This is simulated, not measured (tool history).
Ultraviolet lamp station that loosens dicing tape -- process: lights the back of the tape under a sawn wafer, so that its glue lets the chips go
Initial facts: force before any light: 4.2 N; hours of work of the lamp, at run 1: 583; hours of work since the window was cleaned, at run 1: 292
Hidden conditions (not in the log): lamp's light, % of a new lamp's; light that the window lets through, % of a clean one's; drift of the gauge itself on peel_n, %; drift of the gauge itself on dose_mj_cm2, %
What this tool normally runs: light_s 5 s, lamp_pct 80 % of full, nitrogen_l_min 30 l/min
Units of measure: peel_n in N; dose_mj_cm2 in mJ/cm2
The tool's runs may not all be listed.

run,hour,light_s,lamp_pct,nitrogen_l_min,hours of work of the lamp,hours of work since the window was cleaned,peel_n,dose_mj_cm2
1,0.0,5,80,30,583,292,0.341,233
2,26.1,5,80,30,598,307,0.321,229
3,42.9,5,80,30,607,317,0.343,226
4,56.7,5,80,30,615,324,0.360,228
5,85.9,5,80,30,632,341,0.357,223
6,110.4,5,80,30,645,355,0.361,219
7,124.3,5,80,30,653,363,0.382,218
8,152.0,5,80,30,669,378,0.374,213
9,165.6,5,97,30,677,386,0.268,259
10,180.1,5,97,13,685,394,0.432,259
11,206.1,5,87,30,699,409,0.369,222
12,220.4,5,87,30,707,417,0.347,224
13,241.7,9,71,41,719,429,0.157,329
14,263.8,9,71,41,732,441,0.174,321
15,285.4,7,98,30,744,454,0.165,339
16,301.8,7,60,43,753,463,0.331,207
17,316.6,7,60,43,762,471,0.346,204
18,343.7,2,98,17,777,486,1.648,93
19,371.8,3,78,13,793,502,1.498,108
20,393.7,8,64,41,805,515,0.271,232
21,415.8,4,77,30,818,527,0.780,139
22,438.5,4,77,30,831,540,0.819,140

Alternative continuations, all from the tool just after run 22; predict every row:
A,459.3,4,60,10,842,552,?,?
B,459.3,7,77,41,842,552,?,?
C,459.3,4,90,15,842,552,?,?
D,459.3,4,65,15,842,552,?,?
E,459.3,4,73,10,842,552,?,?

run,peel_n,dose_mj_cm2
A,1.672,107
B,0.261,241
C,0.915,161
D,1.347,114
E,1.391,130
Without the tool's hidden state the same runs would have given:
run,peel_n,dose_mj_cm2
A,0.708,214
B,0.117,485
C,0.262,324
D,0.487,230
E,0.511,260
